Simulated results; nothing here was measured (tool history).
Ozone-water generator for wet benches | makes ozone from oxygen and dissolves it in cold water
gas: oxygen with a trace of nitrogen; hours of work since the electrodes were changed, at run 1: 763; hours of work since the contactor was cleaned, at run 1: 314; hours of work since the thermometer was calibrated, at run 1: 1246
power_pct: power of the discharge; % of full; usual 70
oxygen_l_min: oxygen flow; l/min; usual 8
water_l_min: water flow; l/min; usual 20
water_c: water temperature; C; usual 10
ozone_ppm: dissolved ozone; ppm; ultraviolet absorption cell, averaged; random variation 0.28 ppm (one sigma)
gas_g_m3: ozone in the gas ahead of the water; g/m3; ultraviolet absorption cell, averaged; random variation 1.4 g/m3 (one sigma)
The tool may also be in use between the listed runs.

| run | hour | power_pct | oxygen_l_min | water_l_min | water_c | hours of work since the electrodes were changed | hours of work since the contactor was cleaned | hours of work since the thermometer was calibrated | ozone_ppm | gas_g_m3 |
|---|---|---|---|---|---|---|---|---|---|---|
| 1 | 0 | 70 | 8 | 20 | 10 | 763 | 314 | 1246 | 43.2 | 261.3 |
| 2 | 65.1 | 70 | 8 | 20 | 10 | 805 | 356 | 1287 | 43.2 | 260 |
| 3 | 130.5 | 70 | 8 | 20 | 10 | 846 | 397 | 1329 | 43 | 262.3 |
| 4 | 174.3 | 53 | 8 | 20 | 10 | 874 | 425 | 1357 | 35.2 | 214.2 |
| 5 | 229.3 | 53 | 8 | 20 | 10 | 909 | 460 | 1392 | 35.7 | 216 |
| 6 | 294.3 | 53 | 8 | 20 | 10 | 951 | 501 | 1433 | 35.4 | 214.7 |
| 7 | 366.4 | 97 | 8 | 20 | 10 | 997 | 547 | 1479 | 55.4 | 334 |
| 8 | 459.5 | 97 | 8 | 20 | 10 | 1056 | 607 | 1538 | 55.1 | 332.5 |
| 9 | 523.8 | 70 | 8 | 20 | 11 | 1097 | 648 | 1579 | 43 | 262.7 |
| 10 | 604.6 | 70 | 8 | 20 | 11 | 1148 | 699 | 1631 | 42.7 | 261.9 |
| 11 | 678.8 | 70 | 8 | 20 | 11 | 1195 | 746 | 1678 | 42.9 | 262.4 |
| 12 | 744.1 | 70 | 8 | 20 | 11 | 1237 | 788 | 1720 | 43 | 263.2 |
| 13 | 791.8 | 70 | 8 | 20 | 11 | 1267 | 818 | 1750 | 43 | 261.1 |
| 14 | 874.5 | 70 | 8 | 14 | 10 | 1320 | 871 | 1803 | 55.3 | 263.3 |
| 15 | 927.8 | 70 | 8 | 14 | 10 | 1354 | 905 | 1837 | 56.5 | 261 |
| 16 | 1005.7 | 70 | 8 | 14 | 10 | 1403 | 954 | 1886 | 56 | 262.4 |
| 17 | 1102.7 | 70 | 8 | 17 | 16 | 1465 | 1016 | 1948 | 44.1 | 260.5 |
| 18 | 1172.6 | 70 | 8 | 17 | 16 | 1510 | 1060 | 1992 | 43.9 | 262.7 |
| 19 | 1233.3 | 83 | 8 | 24 | 11 | 1548 | 1099 | 2031 | 41.1 | 295.8 |
| 20 | 1292.7 | 70 | 8 | 20 | 10 | 1586 | 1137 | 2069 | 43.7 | 261.6 |
| 21 | 1354 | 70 | 8 | 20 | 10 | 1625 | 1176 | 2108 | 43.2 | 263.4 |
| 22 | 1414 | 64 | 8 | 15 | 10 | 1663 | 1214 | 2146 | 50 | 244.6 |
| 23 | 1477.5 | 64 | 8 | 15 | 10 | 1704 | 1255 | 2186 | 50.2 | 246.6 |
| 24 | 1537.5 | 64 | 8 | 15 | 10 | 1742 | 1293 | 2225 | 50.2 | 244.3 |
| 25 | 1603.1 | 45 | 5.27 | 20 | 5 | 1784 | 1334 | 2266 | 34.9 | 251.2 |
| 26 | 1685.7 | 51 | 5.27 | 20 | 17 | 1836 | 1387 | 2319 | 32.9 | 273.4 |
| 27 | 1779.5 | 96 | 7.18 | 20 | 10 | 1896 | 1447 | 2379 | 55.1 | 353.2 |
| 28 | 1833.4 | 70 | 8 | 29 | 10 | 1930 | 1481 | 2413 | 31 | 262.7 |
| 29 | 1917.8 | 57 | 9.56 | 20 | 10 | 1984 | 1535 | 2467 | 36.3 | 200.3 |

Forecast each of these 5 alternatives for the next run:
| A | 1974.8 | 64 | 9.56 | 20 | 6 | 2020 | 1571 | 2503 | ? | ? |
| B | 1974.8 | 70 | 12.19 | 20 | 10 | 2020 | 1571 | 2503 | ? | ? |
| C | 1974.8 | 50 | 8 | 20 | 6 | 2020 | 1571 | 2503 | ? | ? |
| D | 1974.8 | 57 | 9.56 | 19 | 11 | 2020 | 1571 | 2503 | ? | ? |
| E | 1974.8 | 56 | 4.7 | 20 | 10 | 2020 | 1571 | 2503 | ? | ? |

| run | ozone_ppm | gas_g_m3 |
|---|---|---|
| A | 42.1 | 216.7 |
| B | 39.5 | 197.7 |
| C | 35.8 | 205.5 |
| D | 36.9 | 199.6 |
| E | 38.7 | 318.2 |
Without the tool's hidden state the same runs would have given:
| run | ozone_ppm | gas_g_m3 |
|---|---|---|
| A | 42.2 | 217 |
| B | 39.6 | 198 |
| C | 35.9 | 205.7 |
| D | 37 | 199.9 |
| E | 38.7 | 318.6 |
